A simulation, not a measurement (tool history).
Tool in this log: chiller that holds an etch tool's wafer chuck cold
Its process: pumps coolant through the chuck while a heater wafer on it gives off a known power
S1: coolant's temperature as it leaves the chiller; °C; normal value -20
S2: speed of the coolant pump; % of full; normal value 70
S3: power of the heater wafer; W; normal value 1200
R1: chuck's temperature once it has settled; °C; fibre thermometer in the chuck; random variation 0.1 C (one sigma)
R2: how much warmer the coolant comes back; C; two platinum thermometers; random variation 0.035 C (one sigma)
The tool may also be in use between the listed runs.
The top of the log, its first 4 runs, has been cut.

run 5 hour=324.9 | S1=-20 S2=70 S3=1200 | R1=-2 R2=6.47
run 6 hour=392.7 | S1=-20 S2=70 S3=1200 | R1=-2 R2=6.44
run 7 hour=503.1 | S1=-20 S2=70 S3=1200 | R1=-1.8 R2=6.43
run 8 hour=577.7 | S1=-20 S2=70 S3=1297 | R1=-0.5 R2=6.95
run 9 hour=699.8 | S1=-20 S2=70 S3=1200 | R1=-1.9 R2=6.48
run 10 hour=792.1 | S1=-20 S2=70 S3=1200 | R1=-1.9 R2=6.43
run 11 hour=871.6 | S1=-20 S2=70 S3=606 | R1=-10.7 R2=3.28
run 12 hour=982.8 | S1=-20 S2=70 S3=606 | R1=-10.6 R2=3.3
run 13 hour=1063.2 | S1=-20 S2=70 S3=606 | R1=-10.6 R2=3.25
run 14 hour=1115.6 | S1=-20 S2=70 S3=831 | R1=-7.3 R2=4.59
run 15 hour=1231.5 | S1=-20 S2=70 S3=831 | R1=-7.2 R2=4.55
run 16 hour=1286.2 | S1=-20 S2=70 S3=831 | R1=-7.1 R2=4.51
run 17 hour=1348.5 | S1=-16 S2=70 S3=1200 | R1=2.4 R2=6.51
-- hour=1406.7 coolant changed, channels flushed
run 18 hour=1446.7 | S1=-20 S2=70 S3=1287 | R1=-2.2 R2=7.08
run 19 hour=1551.2 | S1=-23 S2=75 S3=1653 | R1=-0.7 R2=8.48
run 20 hour=1651.4 | S1=-18 S2=85 S3=1653 | R1=2.5 R2=7.34
run 21 hour=1763.3 | S1=-14 S2=81 S3=805 | R1=-3.5 R2=3.82
run 22 hour=1855.7 | S1=-15 S2=81 S3=642 | R1=-6.6 R2=3.05
run 23 hour=1971.9 | S1=-23 S2=70 S3=873 | R1=-10.5 R2=4.83
run 24 hour=2087.6 | S1=-22 S2=70 S3=1394 | R1=-2.1 R2=7.74
run 25 hour=2184.8 | S1=-22 S2=70 S3=1394 | R1=-2.3 R2=7.76
run 26 hour=2305.5 | S1=-16 S2=70 S3=607 | R1=-7.2 R2=3.37

What will run 27 give?
run 27 hour=2418.8 | S1=-22 S2=62 S3=785 | R1=? R2=?

Run 27 measured R1 -9.7 °C, R2 4.97 C.
On a tool with no hidden condition, and with the same random variation, this run would have come out at R1 -10.7 °C, R2 4.6 C.

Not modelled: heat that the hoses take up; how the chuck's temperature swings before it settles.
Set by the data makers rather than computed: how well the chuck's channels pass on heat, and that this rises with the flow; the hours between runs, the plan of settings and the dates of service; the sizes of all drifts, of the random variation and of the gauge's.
